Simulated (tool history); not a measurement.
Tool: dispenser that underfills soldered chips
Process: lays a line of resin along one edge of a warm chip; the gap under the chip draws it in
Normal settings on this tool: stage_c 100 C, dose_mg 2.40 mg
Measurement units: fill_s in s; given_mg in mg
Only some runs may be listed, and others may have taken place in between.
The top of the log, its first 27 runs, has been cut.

run,day,stage_c,dose_mg,hours of work since the syringe was changed,hours of work since the valve was cleaned,hours of work since the stage was calibrated,fill_s,given_mg
28,7.550,99,2.19,9,117,240,25.8,2.08
# day 7.583: new syringe of resin
29,7.854,92,2.21,4,122,244,25.6,2.12
# day 8.158: new syringe of resin
30,8.162,94,2.37,0,127,249,17.1,2.26
31,8.404,94,2.37,4,131,253,23.1,2.27
32,8.600,94,2.37,7,134,256,28.4,2.25
# day 8.750: new syringe of resin
33,8.833,87,2.55,1,138,260,25.9,2.44
34,9.042,87,2.55,5,141,263,31.1,2.42
35,9.254,93,2.08,8,145,267,32.1,1.96
# day 9.346: dispensing valve cleaned and set on the balance
# day 9.379: new syringe of resin
36,9.600,109,2.40,4,4,272,13.1,2.40
37,9.912,109,2.40,9,9,277,17.6,2.40

Forecast each of these 3 alternatives for the next run:
# day 9.954: new syringe of resin
A,10.117,94,2.13,3,12,280,?,?
# day 9.954: new syringe of resin
B,10.117,108,2.14,3,12,280,?,?
# day 9.954: new syringe of resin
C,10.117,109,2.40,3,12,280,?,?

run,fill_s,given_mg
A,20.5,2.11
B,12.3,2.13
C,12.2,2.41
Without the tool's unlogged condition, the same runs would have read:
run,fill_s,given_mg
A,17.7,2.12
B,10.6,2.14
C,10.6,2.42
